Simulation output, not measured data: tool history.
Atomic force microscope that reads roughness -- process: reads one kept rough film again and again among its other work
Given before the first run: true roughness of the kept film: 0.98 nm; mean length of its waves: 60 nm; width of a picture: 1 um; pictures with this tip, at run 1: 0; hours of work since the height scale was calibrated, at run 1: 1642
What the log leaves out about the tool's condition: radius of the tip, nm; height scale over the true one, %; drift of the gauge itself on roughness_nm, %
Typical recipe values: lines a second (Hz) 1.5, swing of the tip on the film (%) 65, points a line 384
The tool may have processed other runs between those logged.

run,hour,lines a second (Hz),swing of the tip on the film (%),points a line,pictures with this tip,hours of work since the height scale was calibrated,roughness of the kept film (nm (root mean square))
1,0,1.5,65,384,0,1642,0.941
2,45.9,1.5,65,393,75,1667,0.931
3,81,1.5,65,393,132,1685,0.93
4,157.5,1.5,65,393,257,1726,0.917
# hour 186.2: new tip fitted
5,206.8,1.5,81,393,33,1751,0.906
6,255,1.5,81,393,112,1777,0.896
7,287,1.5,65,384,164,1794,0.926
8,340.1,1.5,65,604,250,1822,0.918
# hour 368.8: new tip fitted
9,408.2,1.5,65,604,65,1857,0.932
10,485.9,1.5,65,377,191,1898,0.922
# hour 550.6: new tip fitted
11,561.8,1.5,65,377,18,1938,0.939
12,595.5,1.5,65,377,73,1956,0.931
13,672.2,1.5,65,377,198,1997,0.922
# hour 733.5: new tip fitted
14,740.4,1.5,65,384,12,2032,0.94
15,784.1,1.5,65,384,83,2055,0.93
16,826.2,1.5,65,384,152,2078,0.924
17,859.9,1.5,65,384,206,2095,0.919
# hour 917.9: new tip fitted
18,921.4,1.5,65,384,6,2128,0.938
19,984.9,1.5,68,384,109,2161,0.927
20,1018.9,0.99,68,384,165,2179,0.924
21,1054.8,1.5,65,384,223,2198,0.915
22,1086.5,0.66,56,761,275,2215,0.928
# hour 1102.1: new tip fitted
23,1159.4,0.66,68,634,93,2253,0.942
24,1226.5,0.97,74,395,203,2289,0.915
# hour 1285.2: new tip fitted
25,1303.3,1.6,67,939,30,2329,0.927
# hour 1308.4: height scale calibrated on a step standard
26,1375,2.2,76,384,145,35,0.888
27,1410.1,2.18,76,640,202,54,0.885
28,1442.2,1.84,65,585,255,71,0.905
# hour 1470.1: new tip fitted
29,1508.8,1.84,59,713,64,106,0.923
30,1554.2,1.6,73,281,138,130,0.907
31,1628.1,1.89,70,510,258,169,0.892
# hour 1653.9: new tip fitted
32,1665.8,2.52,62,510,20,188,0.916
33,1698.3,2.56,58,674,73,205,0.916
# hour 1709.2: height scale calibrated on a step standard, once more
34,1745.5,1.04,65,440,148,19,0.938
35,1805.3,0.78,59,440,245,51,0.94
# hour 1837.6: new tip fitted
36,1869.8,0.78,59,440,53,85,0.955
37,1912.5,0.77,71,699,122,107,0.943
38,1965.4,1.5,65,301,209,135,0.925
# hour 2023.4: new tip fitted
39,2025.7,1.5,65,301,4,167,0.95
40,2087.6,0.87,69,359,105,199,0.942
41,2163.2,1.39,69,359,228,239,0.925

5 ways to go on from here, each from the tool as it stands after run 41. What would each give?
# hour 2206.7: new tip fitted
A,2207.4,1.39,69,289,2,262,?
# hour 2206.7: new tip fitted
B,2207.4,0.9,69,359,2,262,?
# hour 2206.7: new tip fitted
C,2207.4,1.5,86,384,2,262,?
# hour 2206.7: new tip fitted
D,2207.4,1.16,65,353,2,262,?
# hour 2206.7: new tip fitted
E,2207.4,0.77,68,384,2,262,?

run,roughness of the kept film (nm (root mean square))
A,0.937
B,0.945
C,0.901
D,0.951
E,0.951
Had the tool no hidden state, the same runs would have come out as:
run,roughness of the kept film (nm (root mean square))
A,0.939
B,0.948
C,0.903
D,0.953
E,0.953
